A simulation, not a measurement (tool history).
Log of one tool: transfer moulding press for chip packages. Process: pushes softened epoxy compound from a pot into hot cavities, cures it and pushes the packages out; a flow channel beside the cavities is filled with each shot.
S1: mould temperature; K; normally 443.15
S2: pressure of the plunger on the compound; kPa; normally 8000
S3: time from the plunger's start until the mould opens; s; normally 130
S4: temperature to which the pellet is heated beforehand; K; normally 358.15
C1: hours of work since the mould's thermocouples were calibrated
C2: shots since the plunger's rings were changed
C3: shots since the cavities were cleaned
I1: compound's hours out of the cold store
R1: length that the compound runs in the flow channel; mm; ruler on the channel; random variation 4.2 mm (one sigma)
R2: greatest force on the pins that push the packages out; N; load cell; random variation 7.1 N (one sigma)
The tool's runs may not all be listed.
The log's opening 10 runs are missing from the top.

run	hour	S1	S2	S3	S4	C1	C2	C3	I1	R1	R2
11	309.6	443.15	8000	130	358.15	526	974	722	18.1	597	297
12	336.2	443.15	8000	169	358.15	538	1132	880	32.2	578	261
# hour 343.9: cavities cleaned with cleaning compound and waxed
13	371.6	443.15	8000	169	358.15	552	1333	165	30.7	577	271
14	400.8	443.15	8000	169	358.15	564	1506	338	44.4	553	263
15	438.3	443.15	8000	169	358.15	580	1729	561	35.4	574	250
16	468.4	443.15	8000	167	360.15	593	1908	740	15.7	590	268
# hour 499.3: cavities cleaned with cleaning compound and waxed
17	503.4	443.15	8000	167	360.15	607	2107	25	34.6	571	267
18	538	437.15	8000	149	358.15	622	2312	230	15.3	606	319
19	566.4	448.15	9640	130	352.15	634	2481	399	18.2	651	260
20	587.2	448.15	9310	130	352.15	642	2604	522	32.3	606	269
21	627.6	439.15	8000	130	348.15	659	2844	762	27.8	586	359
# hour 654.5: cavities cleaned with cleaning compound and waxed
22	664.5	435.15	6920	130	349.15	674	3055	60	23.8	562	460
23	685.7	447.15	8910	130	349.15	683	3180	185	13	625	259
24	722.6	447.15	8910	130	349.15	699	3399	404	24.8	619	277
25	748.5	437.15	8000	143	358.15	710	3553	558	17	607	345

What will run 26 give?
26	780.8	450.15	7440	158	365.15	724	3745	750	33.7	?	?

R1: 547 mm
R2: 253 N
The same run, on a tool lacking any hidden state, would have yielded R1 548 mm, R2 251 N.
